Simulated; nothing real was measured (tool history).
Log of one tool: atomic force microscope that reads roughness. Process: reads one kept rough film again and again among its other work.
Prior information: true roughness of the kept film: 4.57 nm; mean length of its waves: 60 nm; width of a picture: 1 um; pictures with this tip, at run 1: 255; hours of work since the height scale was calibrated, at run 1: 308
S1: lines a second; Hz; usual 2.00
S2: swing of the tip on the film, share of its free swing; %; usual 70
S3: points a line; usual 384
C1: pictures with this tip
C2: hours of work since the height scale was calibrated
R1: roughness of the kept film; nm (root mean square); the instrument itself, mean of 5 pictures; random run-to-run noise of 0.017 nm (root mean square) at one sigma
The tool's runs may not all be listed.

| run | hour | S1 | S2 | S3 | C1 | C2 | R1 |
|---|---|---|---|---|---|---|---|
| 1 | 0.0 | 2.00 | 70 | 384 | 255 | 308 | 4.017 |
| 2 | 4.3 | 2.00 | 70 | 384 | 262 | 311 | 3.981 |
| 3 | 11.2 | 2.00 | 70 | 383 | 273 | 316 | 3.987 |
| 4 | 17.5 | 2.00 | 70 | 384 | 284 | 321 | 4.011 |
| 5 | 22.5 | 2.00 | 70 | 384 | 292 | 325 | 4.006 |
| 6 | 29.3 | 2.00 | 70 | 384 | 303 | 330 | 4.009 |
|  | 35.2 | new tip fitted |
| 7 | 39.3 | 2.00 | 70 | 384 | 7 | 337 | 3.970 |
| 8 | 49.4 | 2.00 | 70 | 384 | 23 | 344 | 4.009 |
| 9 | 54.9 | 2.51 | 70 | 384 | 32 | 348 | 3.950 |
| 10 | 59.2 | 3.69 | 70 | 384 | 39 | 351 | 3.758 |
| 11 | 67.7 | 2.00 | 70 | 384 | 53 | 358 | 4.012 |
| 12 | 78.1 | 2.00 | 70 | 384 | 70 | 365 | 4.021 |
| 13 | 85.8 | 2.00 | 70 | 384 | 83 | 371 | 3.991 |
| 14 | 92.9 | 2.00 | 70 | 384 | 94 | 376 | 4.002 |
| 15 | 99.1 | 1.14 | 70 | 384 | 104 | 381 | 4.161 |
| 16 | 108.6 | 2.00 | 70 | 384 | 120 | 388 | 4.043 |
| 17 | 116.6 | 1.34 | 70 | 384 | 133 | 394 | 4.142 |
| 18 | 126.9 | 2.00 | 70 | 592 | 150 | 401 | 3.976 |
| 19 | 136.7 | 2.00 | 70 | 384 | 166 | 409 | 4.016 |
| 20 | 146.2 | 2.00 | 76 | 384 | 182 | 416 | 3.851 |
| 21 | 155.6 | 2.00 | 70 | 986 | 197 | 422 | 4.004 |
| 22 | 165.1 | 2.00 | 70 | 986 | 213 | 430 | 4.037 |
| 23 | 172.6 | 2.00 | 70 | 986 | 225 | 435 | 4.045 |
| 24 | 182.7 | 2.00 | 70 | 425 | 242 | 443 | 4.013 |
| 25 | 187.0 | 2.00 | 70 | 425 | 249 | 446 | 3.997 |
| 26 | 195.6 | 1.33 | 57 | 1006 | 263 | 452 | 4.276 |
| 27 | 202.0 | 1.33 | 57 | 1006 | 273 | 457 | 4.294 |
| 28 | 206.9 | 0.76 | 57 | 340 | 281 | 460 | 4.304 |
| 29 | 217.3 | 1.57 | 72 | 384 | 298 | 468 | 4.057 |
| 30 | 224.3 | 0.52 | 67 | 499 | 310 | 473 | 4.350 |
|  | 226.0 | new tip fitted |
| 31 | 234.7 | 3.98 | 76 | 342 | 14 | 481 | 3.448 |
| 32 | 243.7 | 1.65 | 64 | 276 | 29 | 487 | 4.160 |
| 33 | 253.1 | 1.65 | 64 | 276 | 44 | 494 | 4.160 |
| 34 | 258.0 | 3.34 | 81 | 653 | 52 | 498 | 3.400 |
| 35 | 266.6 | 2.00 | 84 | 315 | 66 | 504 | 3.679 |
| 36 | 275.5 | 2.00 | 84 | 315 | 81 | 511 | 3.671 |
| 37 | 285.2 | 2.00 | 84 | 315 | 97 | 518 | 3.661 |
| 38 | 291.1 | 2.00 | 84 | 315 | 106 | 522 | 3.646 |
| 39 | 300.6 | 1.05 | 60 | 515 | 122 | 529 | 4.290 |
| 40 | 307.2 | 0.97 | 75 | 389 | 133 | 534 | 4.173 |
| 41 | 312.9 | 0.97 | 75 | 389 | 142 | 538 | 4.159 |
| 42 | 321.3 | 1.42 | 70 | 397 | 156 | 545 | 4.107 |
| 43 | 329.1 | 1.04 | 79 | 722 | 169 | 550 | 4.080 |
| 44 | 338.5 | 1.04 | 79 | 722 | 184 | 557 | 4.060 |
| 45 | 348.0 | 2.00 | 70 | 829 | 200 | 564 | 3.996 |
| 46 | 355.2 | 0.79 | 80 | 774 | 211 | 570 | 4.157 |
| 47 | 365.8 | 2.00 | 70 | 987 | 229 | 577 | 4.022 |
| 48 | 373.9 | 2.00 | 70 | 987 | 242 | 583 | 4.000 |
| 49 | 383.5 | 2.00 | 70 | 632 | 258 | 590 | 4.008 |

Each row is a separate what-if for the run after 49, all from the same tool condition, not one after another. Results?
| A | 388.9 | 1.23 | 55 | 623 | 267 | 595 | ? |
| B | 388.9 | 2.00 | 70 | 260 | 267 | 595 | ? |
| C | 388.9 | 3.77 | 71 | 632 | 267 | 595 | ? |

| run | R1 |
|---|---|
| A | 4.304 |
| B | 3.972 |
| C | 3.722 |
Take away the tool's hidden state, keep each run's random variation, and the runs would have read:
| run | R1 |
|---|---|
| A | 4.314 |
| B | 3.982 |
| C | 3.731 |

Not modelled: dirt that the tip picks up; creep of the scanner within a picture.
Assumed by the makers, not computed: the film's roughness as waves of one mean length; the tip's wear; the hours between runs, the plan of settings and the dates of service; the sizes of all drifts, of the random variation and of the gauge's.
